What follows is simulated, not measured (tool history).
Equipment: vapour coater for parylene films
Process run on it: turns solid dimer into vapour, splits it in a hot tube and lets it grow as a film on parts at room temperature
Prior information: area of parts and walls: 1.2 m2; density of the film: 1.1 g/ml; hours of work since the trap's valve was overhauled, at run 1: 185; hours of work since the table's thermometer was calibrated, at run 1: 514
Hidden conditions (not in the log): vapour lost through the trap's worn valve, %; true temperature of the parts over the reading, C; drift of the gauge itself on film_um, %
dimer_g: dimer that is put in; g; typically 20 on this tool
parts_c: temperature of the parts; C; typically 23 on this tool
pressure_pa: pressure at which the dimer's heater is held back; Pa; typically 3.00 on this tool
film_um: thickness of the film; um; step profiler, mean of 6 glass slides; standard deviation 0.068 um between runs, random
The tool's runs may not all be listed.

| run | day | dimer_g | parts_c | pressure_pa | hours of work since the trap's valve was overhauled | hours of work since the table's thermometer was calibrated | film_um |
|---|---|---|---|---|---|---|---|
| 1 | 0.000 | 20 | 23 | 3.00 | 185 | 514 | 7.98 |
| 2 | 0.729 | 20 | 23 | 4.79 | 195 | 524 | 8.03 |
| 3 | 1.292 | 20 | 23 | 4.79 | 203 | 532 | 7.99 |
| 4 | 2.404 | 20 | 23 | 4.79 | 219 | 548 | 7.95 |
| 5 | 3.112 | 20 | 23 | 4.79 | 229 | 558 | 7.84 |
| 6 | 4.062 | 20 | 23 | 4.79 | 242 | 572 | 7.86 |
| 7 | 5.088 | 20 | 23 | 11.83 | 257 | 586 | 7.59 |
|  | 6.062 | trap's valve overhauled |
| 8 | 6.329 | 20 | 23 | 3.00 | 4 | 601 | 8.17 |
| 9 | 6.996 | 20 | 23 | 3.00 | 13 | 611 | 8.07 |
| 10 | 7.525 | 20 | 23 | 6.61 | 21 | 618 | 7.89 |
| 11 | 8.588 | 20 | 16 | 6.61 | 36 | 634 | 8.93 |
| 12 | 9.658 | 20 | 16 | 6.61 | 51 | 649 | 8.95 |
| 13 | 10.138 | 20 | 16 | 6.61 | 58 | 656 | 8.84 |
| 14 | 11.229 | 20 | 16 | 9.54 | 74 | 671 | 8.70 |
| 15 | 12.100 | 20 | 18 | 3.00 | 86 | 684 | 8.91 |
| 16 | 12.642 | 20 | 23 | 3.00 | 94 | 691 | 8.19 |
| 17 | 13.704 | 20 | 23 | 3.00 | 109 | 707 | 8.00 |
| 18 | 14.721 | 20 | 23 | 3.00 | 123 | 721 | 8.07 |
| 19 | 15.279 | 9 | 23 | 3.00 | 131 | 729 | 3.64 |
| 20 | 15.908 | 23 | 29 | 11.11 | 140 | 738 | 7.84 |
| 21 | 17.000 | 13 | 15 | 2.93 | 156 | 753 | 6.07 |
| 22 | 17.492 | 10 | 19 | 3.00 | 163 | 761 | 4.42 |
| 23 | 18.079 | 10 | 19 | 3.00 | 171 | 769 | 4.38 |
| 24 | 19.192 | 10 | 19 | 3.00 | 187 | 785 | 4.29 |
| 25 | 19.688 | 33 | 17 | 2.12 | 194 | 792 | 15.17 |
| 26 | 20.612 | 20 | 34 | 3.00 | 207 | 805 | 6.63 |
| 27 | 21.625 | 20 | 23 | 2.49 | 222 | 819 | 8.22 |
| 28 | 22.271 | 15 | 29 | 6.26 | 231 | 829 | 5.21 |
| 29 | 22.775 | 20 | 19 | 4.10 | 238 | 836 | 8.55 |
| 30 | 23.396 | 9 | 20 | 2.54 | 247 | 845 | 3.83 |
| 31 | 24.358 | 9 | 20 | 2.54 | 261 | 858 | 3.93 |
|  | 25.088 | trap's valve overhauled |
| 32 | 25.242 | 9 | 20 | 2.54 | 2 | 869 | 3.88 |
| 33 | 25.942 | 10 | 32 | 3.63 | 12 | 878 | 3.47 |
| 34 | 26.550 | 18 | 23 | 10.20 | 21 | 887 | 6.87 |
| 35 | 27.208 | 16 | 20 | 2.00 | 30 | 897 | 6.96 |
| 36 | 27.683 | 16 | 20 | 4.95 | 37 | 903 | 6.65 |

Predict each of these 5 candidate next runs independently; none follows another, all start after run 36:
| A | 28.667 | 19 | 22 | 3.00 | 51 | 917 | ? |
| B | 28.667 | 10 | 23 | 6.96 | 51 | 917 | ? |
| C | 28.667 | 20 | 23 | 8.10 | 51 | 917 | ? |
| D | 28.667 | 20 | 35 | 3.00 | 51 | 917 | ? |
| E | 28.667 | 9 | 15 | 3.29 | 51 | 917 | ? |

| run | film_um |
|---|---|
| A | 7.84 |
| B | 3.89 |
| C | 7.77 |
| D | 6.53 |
| E | 4.14 |
With no hidden state in the tool, these same runs would have given:
| run | film_um |
|---|---|
| A | 7.86 |
| B | 3.90 |
| C | 7.79 |
| D | 6.55 |
| E | 4.15 |

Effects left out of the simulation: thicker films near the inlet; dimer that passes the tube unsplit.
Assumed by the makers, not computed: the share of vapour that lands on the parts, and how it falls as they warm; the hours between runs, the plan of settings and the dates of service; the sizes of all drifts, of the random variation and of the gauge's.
